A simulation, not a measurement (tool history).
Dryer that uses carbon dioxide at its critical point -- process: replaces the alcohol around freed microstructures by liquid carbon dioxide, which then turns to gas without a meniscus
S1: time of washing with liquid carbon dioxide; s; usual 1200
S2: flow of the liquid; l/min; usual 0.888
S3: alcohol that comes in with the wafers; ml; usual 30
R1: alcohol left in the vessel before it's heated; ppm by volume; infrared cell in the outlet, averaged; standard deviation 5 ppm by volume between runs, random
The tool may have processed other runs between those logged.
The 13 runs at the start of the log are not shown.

run	day	S1	S2	S3	R1
14	7.117	900	0.888	30	186
15	7.450	900	0.888	30	195
16	8.021	900	0.888	30	198
17	8.675	900	0.888	30	197
18	9.325	900	0.888	30	194
19	9.762	900	0.888	30	191
20	10.362	900	0.955	34	186
21	11.117	900	0.955	34	180
22	11.738	1200	1.129	38	80
23	12.475	1680	0.652	115	151
24	13.192	780	0.652	35	907
25	13.529	780	0.652	35	928
26	14.283	900	0.589	30	708
27	14.771	780	1.037	22	172
28	15.358	1080	0.888	42	151
29	16.125	720	1.005	21	234
30	16.929	720	1.005	21	251
31	17.625	720	0.601	87	3450
32	18.221	720	0.601	87	3388
33	19.017	1260	0.601	87	584
34	19.488	1260	1.275	87	93
35	19.883	960	0.875	30	205
36	20.283	1080	0.888	25	149
37	20.954	720	0.883	56	810

Forecast each of these 5 alternatives for the next run:
A	21.296	780	0.690	30	?
B	21.296	720	0.883	64	?
C	21.296	1200	0.883	56	?
D	21.296	1320	0.888	64	?
E	21.296	720	0.546	100	?

run	R1
A	731
B	912
C	157
D	133
E	4921
Without the tool's hidden state the same runs would have given:
run	R1
A	545
B	681
C	57
D	34
E	4279

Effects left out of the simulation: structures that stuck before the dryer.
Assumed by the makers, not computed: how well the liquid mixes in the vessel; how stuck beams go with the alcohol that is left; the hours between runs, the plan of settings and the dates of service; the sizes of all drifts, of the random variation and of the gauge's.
